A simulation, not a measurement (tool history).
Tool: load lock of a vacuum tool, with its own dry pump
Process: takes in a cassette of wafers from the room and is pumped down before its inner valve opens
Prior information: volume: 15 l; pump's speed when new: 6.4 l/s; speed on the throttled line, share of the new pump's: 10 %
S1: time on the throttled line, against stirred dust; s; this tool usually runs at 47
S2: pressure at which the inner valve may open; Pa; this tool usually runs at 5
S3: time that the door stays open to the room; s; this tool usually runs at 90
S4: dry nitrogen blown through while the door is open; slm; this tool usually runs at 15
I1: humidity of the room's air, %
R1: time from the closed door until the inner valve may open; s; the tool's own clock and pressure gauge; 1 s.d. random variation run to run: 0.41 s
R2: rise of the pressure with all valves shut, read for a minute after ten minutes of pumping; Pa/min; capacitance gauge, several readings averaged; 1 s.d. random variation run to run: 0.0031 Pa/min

run 1 day=0.000 | S1=47 S2=5 S3=90 S4=15 | I1=47.4 | R1=67.0 R2=0.197
run 2 day=19.708 | S1=47 S2=5 S3=90 S4=15 | I1=44.9 | R1=66.8 R2=0.204
run 3 day=35.258 | S1=47 S2=5 S3=90 S4=15 | I1=43.4 | R1=66.9 R2=0.207
run 4 day=55.012 | S1=47 S2=5 S3=90 S4=15 | I1=46.8 | R1=68.0 R2=0.226
run 5 day=65.621 | S1=47 S2=5 S3=90 S4=15 | I1=48.3 | R1=68.1 R2=0.229
run 6 day=74.167 | S1=47 S2=5 S3=90 S4=15 | I1=43.1 | R1=67.6 R2=0.231
run 7 day=85.700 | S1=47 S2=5 S3=90 S4=15 | I1=47.4 | R1=67.7 R2=0.235
run 8 day=95.175 | S1=47 S2=5 S3=90 S4=15 | I1=47.6 | R1=67.5 R2=0.244
run 9 day=107.467 | S1=47 S2=5 S3=90 S4=15 | I1=42.9 | R1=68.5 R2=0.248
run 10 day=128.338 | S1=41 S2=5 S3=90 S4=15 | I1=44.0 | R1=62.4 R2=0.252
run 11 day=138.871 | S1=41 S2=5 S3=69 S4=15 | I1=44.7 | R1=63.1 R2=0.255
run 12 day=155.712 | S1=47 S2=5 S3=90 S4=15 | I1=46.6 | R1=68.1 R2=0.273
run 13 day=167.425 | S1=47 S2=5 S3=31 S4=15 | I1=44.2 | R1=68.9 R2=0.258
run 14 day=186.050 | S1=29 S2=5 S3=31 S4=15 | I1=50.4 | R1=52.1 R2=0.271
run 15 day=203.792 | S1=42 S2=7 S3=71 S4=35 | I1=46.9 | R1=63.7 R2=0.271
run 16 day=224.538 | S1=47 S2=5 S3=184 S4=10 | I1=44.9 | R1=69.4 R2=0.343
run 17 day=238.558 | S1=47 S2=5 S3=39 S4=10 | I1=44.5 | R1=68.3 R2=0.309
run 18 day=247.846 | S1=28 S2=4 S3=55 S4=41 | I1=47.2 | R1=53.2 R2=0.288
run 19 day=266.808 | S1=28 S2=5 S3=63 S4=41 | I1=46.3 | R1=52.5 R2=0.299
run 20 day=277.354 | S1=28 S2=5 S3=63 S4=41 | I1=44.9 | R1=53.0 R2=0.311
run 21 day=296.412 | S1=47 S2=5 S3=40 S4=29 | I1=50.2 | R1=69.7 R2=0.336
run 22 day=314.483 | S1=56 S2=6 S3=38 S4=11 | I1=45.4 | R1=77.3 R2=0.350
run 23 day=326.983 | S1=67 S2=6 S3=229 S4=11 | I1=46.3 | R1=86.7 R2=0.426
run 24 day=347.192 | S1=67 S2=4 S3=81 S4=14 | I1=46.6 | R1=87.8 R2=0.392
run 25 day=356.154 | S1=67 S2=4 S3=81 S4=14 | I1=46.9 | R1=88.4 R2=0.399

Below are 3 alternative next runs, each starting from the tool's condition after run 25. Predict each:
run A day=369.875 | S1=53 S2=4 S3=81 S4=15 | I1=45.2 | R1=? R2=?
run B day=369.875 | S1=67 S2=7 S3=73 S4=14 | I1=47.2 | R1=? R2=?
run C day=369.875 | S1=26 S2=5 S3=90 S4=15 | I1=46.1 | R1=? R2=?

run=A R1=76.3 R2=0.402
run=B R1=86.6 R2=0.405
run=C R1=51.5 R2=0.414
Without the tool's unlogged condition, the same runs would have read:
run=A R1=71.7 R2=0.075
run=B R1=82.9 R2=0.079
run=C R1=46.6 R2=0.080
